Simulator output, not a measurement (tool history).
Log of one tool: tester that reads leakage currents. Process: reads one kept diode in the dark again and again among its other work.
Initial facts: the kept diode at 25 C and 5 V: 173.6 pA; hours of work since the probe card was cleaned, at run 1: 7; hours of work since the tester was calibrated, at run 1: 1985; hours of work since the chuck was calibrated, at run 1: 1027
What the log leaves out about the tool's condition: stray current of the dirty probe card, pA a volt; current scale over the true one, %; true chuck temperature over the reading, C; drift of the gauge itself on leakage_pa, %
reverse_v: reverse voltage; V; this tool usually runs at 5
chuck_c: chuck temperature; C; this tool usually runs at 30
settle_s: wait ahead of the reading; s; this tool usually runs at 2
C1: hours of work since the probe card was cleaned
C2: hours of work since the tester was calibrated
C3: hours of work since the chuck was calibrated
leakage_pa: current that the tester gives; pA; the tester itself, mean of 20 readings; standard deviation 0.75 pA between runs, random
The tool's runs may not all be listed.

run 1 day=0 | reverse_v=5 chuck_c=30 settle_s=2 | C1=7 C2=1985 C3=1027 | leakage_pa=251.04
run 2 day=3.612 | reverse_v=8.81 chuck_c=30 settle_s=2 | C1=54 C2=2032 C3=1073 | leakage_pa=340.34
run 3 day=9.879 | reverse_v=8.81 chuck_c=30 settle_s=2 | C1=135 C2=2113 C3=1154 | leakage_pa=340.38
run 4 day=16.125 | reverse_v=8.81 chuck_c=30 settle_s=2 | C1=215 C2=2193 C3=1235 | leakage_pa=338.02
run 5 day=19.283 | reverse_v=8.81 chuck_c=30 settle_s=0.74 | C1=256 C2=2234 C3=1276 | leakage_pa=341.5
run 6 day=24.908 | reverse_v=8.81 chuck_c=30 settle_s=0.74 | C1=329 C2=2306 C3=1348 | leakage_pa=341.39
run 7 day=28.029 | reverse_v=8.81 chuck_c=30 settle_s=0.74 | C1=369 C2=2347 C3=1388 | leakage_pa=340.66
run 8 day=33.333 | reverse_v=8.81 chuck_c=30 settle_s=0.74 | C1=437 C2=2415 C3=1457 | leakage_pa=340.82
run 9 day=37.325 | reverse_v=8.81 chuck_c=30 settle_s=0.74 | C1=489 C2=2467 C3=1508 | leakage_pa=339.78
run 10 day=43.196 | reverse_v=5 chuck_c=46 settle_s=2 | C1=565 C2=2542 C3=1584 | leakage_pa=734.65
run 11 day=48.575 | reverse_v=5 chuck_c=30 settle_s=0.36 | C1=634 C2=2612 C3=1653 | leakage_pa=253.31
run 12 day=52.654 | reverse_v=2.27 chuck_c=30 settle_s=2 | C1=687 C2=2664 C3=1706 | leakage_pa=164.92
run 13 day=55.65 | reverse_v=2.27 chuck_c=30 settle_s=2 | C1=725 C2=2703 C3=1745 | leakage_pa=163.73
run 14 day=60.733 | reverse_v=2.27 chuck_c=30 settle_s=2 | C1=791 C2=2769 C3=1810 | leakage_pa=164.12
run 15 day=65.942 | reverse_v=7.79 chuck_c=30 settle_s=2 | C1=858 C2=2836 C3=1877 | leakage_pa=319.05
run 16 day=68.662 | reverse_v=7.79 chuck_c=30 settle_s=2 | C1=893 C2=2871 C3=1913 | leakage_pa=317.35
run 17 day=74.533 | reverse_v=7.79 chuck_c=30 settle_s=2 | C1=969 C2=2947 C3=1988 | leakage_pa=316.28
run 18 day=77.979 | reverse_v=3.48 chuck_c=30 settle_s=2 | C1=1013 C2=2991 C3=2033 | leakage_pa=204.99
-- day=80.008 chuck's temperature calibrated
run 19 day=81.075 | reverse_v=3.48 chuck_c=30 settle_s=2 | C1=1052 C2=3030 C3=14 | leakage_pa=206.71
run 20 day=84.088 | reverse_v=17.25 chuck_c=30 settle_s=2 | C1=1091 C2=3069 C3=53 | leakage_pa=484.98
run 21 day=88.442 | reverse_v=5 chuck_c=34 settle_s=2 | C1=1147 C2=3125 C3=109 | leakage_pa=331.94
run 22 day=92.658 | reverse_v=19.72 chuck_c=37 settle_s=2 | C1=1201 C2=3179 C3=163 | leakage_pa=849.78
run 23 day=98.625 | reverse_v=11.21 chuck_c=21 settle_s=0.92 | C1=1278 C2=3256 C3=240 | leakage_pa=198.81
run 24 day=101.562 | reverse_v=7.35 chuck_c=21 settle_s=2.85 | C1=1316 C2=3294 C3=278 | leakage_pa=158.12
run 25 day=104.354 | reverse_v=11.83 chuck_c=30 settle_s=2.32 | C1=1352 C2=3330 C3=314 | leakage_pa=396.2
run 26 day=108.788 | reverse_v=7.29 chuck_c=30 settle_s=9.97 | C1=1410 C2=3387 C3=371 | leakage_pa=304.73
run 27 day=111.608 | reverse_v=4.94 chuck_c=23 settle_s=9.77 | C1=1446 C2=3424 C3=408 | leakage_pa=147.5
run 28 day=118.088 | reverse_v=4.94 chuck_c=23 settle_s=9.77 | C1=1530 C2=3507 C3=491 | leakage_pa=148.76
run 29 day=121.917 | reverse_v=4.94 chuck_c=23 settle_s=9.77 | C1=1579 C2=3557 C3=541 | leakage_pa=149.31
run 30 day=128.467 | reverse_v=3.03 chuck_c=43 settle_s=6.5 | C1=1663 C2=3641 C3=625 | leakage_pa=467.27
run 31 day=134.15 | reverse_v=18.67 chuck_c=30 settle_s=2 | C1=1737 C2=3715 C3=698 | leakage_pa=506.7
run 32 day=139.754 | reverse_v=5 chuck_c=49 settle_s=2 | C1=1809 C2=3787 C3=771 | leakage_pa=895.99
run 33 day=144.108 | reverse_v=14.95 chuck_c=30 settle_s=0.55 | C1=1865 C2=3843 C3=827 | leakage_pa=453.12
run 34 day=149.112 | reverse_v=12.12 chuck_c=43 settle_s=2 | C1=1930 C2=3908 C3=891 | leakage_pa=974.36
run 35 day=155.588 | reverse_v=12.12 chuck_c=43 settle_s=2 | C1=2013 C2=3991 C3=975 | leakage_pa=983.77
run 36 day=159.275 | reverse_v=5 chuck_c=52 settle_s=0.67 | C1=2061 C2=4039 C3=1023 | leakage_pa=1081.78
run 37 day=164.642 | reverse_v=5 chuck_c=52 settle_s=0.67 | C1=2130 C2=4108 C3=1092 | leakage_pa=1080.91
run 38 day=167.817 | reverse_v=5 chuck_c=44 settle_s=0.67 | C1=2171 C2=4149 C3=1133 | leakage_pa=652.45

Run 39 comes next. What will it give?
run 39 day=174.142 | reverse_v=5 chuck_c=44 settle_s=0.67 | C1=2253 C2=4230 C3=1214 | leakage_pa=?

leakage_pa: 650.87 pA
Had the tool carried no hidden state, the very same run would have given leakage_pa 650.75 pA.
